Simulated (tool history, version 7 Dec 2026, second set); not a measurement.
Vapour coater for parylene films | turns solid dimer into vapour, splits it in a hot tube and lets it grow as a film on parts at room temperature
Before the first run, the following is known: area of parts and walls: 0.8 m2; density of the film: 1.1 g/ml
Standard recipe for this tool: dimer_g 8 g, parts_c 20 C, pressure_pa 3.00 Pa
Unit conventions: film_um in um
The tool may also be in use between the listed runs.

run	day	dimer_g	parts_c	pressure_pa	film_um
1	0.000	8	20	3.00	5.75
2	0.471	8	20	3.00	5.77
3	1.175	8	20	3.00	5.82
4	1.562	8	15	3.00	6.27
5	2.396	8	20	3.00	5.69
6	3.138	8	20	3.00	5.64
7	3.862	8	20	3.00	5.67
8	4.200	8	20	3.00	5.64
9	4.667	8	20	3.00	5.63
10	5.217	8	20	3.37	5.51
11	5.617	8	20	5.91	5.15
12	6.042	8	20	9.44	4.73
13	6.579	8	20	4.95	5.26
14	7.175	8	20	4.95	5.21
# day 7.858: trap's valve overhauled
15	7.954	8	20	4.95	5.89
16	8.542	8	20	4.95	5.84
17	8.958	8	20	4.95	5.86
18	9.696	8	20	6.10	5.59
19	10.354	7	20	6.10	4.93
20	10.800	7	20	6.10	4.91
21	11.304	7	20	6.10	4.95
22	11.733	7	20	6.10	4.92
# day 11.812: table's thermometer calibrated
23	12.575	8	32	3.00	4.93
24	13.088	8	16	7.29	5.84
25	13.792	9	29	4.57	5.54
26	14.325	11	20	4.57	8.02
# day 14.908: table's thermometer calibrated, once more
27	14.908	3	20	4.79	2.18
28	15.554	3	30	9.61	1.63
29	16.096	3	30	9.61	1.59
30	16.442	8	28	2.67	5.39
31	16.883	8	18	5.32	5.91
32	17.412	7	20	3.00	5.39
33	17.812	7	16	4.62	5.43
34	18.321	10	20	7.07	6.81
35	18.962	10	29	11.60	5.24
36	19.354	4	31	6.39	2.17
37	20.050	8	26	3.00	5.40
38	20.475	12	21	2.10	9.35
39	21.021	12	22	2.34	8.99
40	21.404	12	22	2.34	9.14
41	21.938	12	22	2.34	9.04
42	22.388	7	20	7.48	4.66
43	22.788	7	20	7.48	4.65
44	23.433	7	20	7.48	4.57

Measured result minus the same run's result without the hidden state. Both carry the same run-to-run variation, though not necessarily the same gauge scatter:
The tool's hidden condition here consists of: vapour lost through the trap's worn valve, %; true temperature of the parts over the reading, C; drift of the gauge itself on film_um, %.
run	film_um
1	-0.65
2	-0.66
3	-0.69
4	-0.76
5	-0.71
6	-0.72
7	-0.75
8	-0.75
9	-0.76
10	-0.76
11	-0.72
12	-0.66
13	-0.75
14	-0.77
15	-0.07
16	-0.08
17	-0.09
18	-0.10
19	-0.10
20	-0.11
21	-0.12
22	-0.13
23	-0.14
24	-0.18
25	-0.19
26	-0.29
27	-0.06
28	-0.05
29	-0.06
30	-0.19
31	-0.22
32	-0.21
33	-0.22
34	-0.29
35	-0.23
36	-0.10
37	-0.27
38	-0.48
39	-0.48
40	-0.50
41	-0.52
42	-0.28
43	-0.29
44	-0.29

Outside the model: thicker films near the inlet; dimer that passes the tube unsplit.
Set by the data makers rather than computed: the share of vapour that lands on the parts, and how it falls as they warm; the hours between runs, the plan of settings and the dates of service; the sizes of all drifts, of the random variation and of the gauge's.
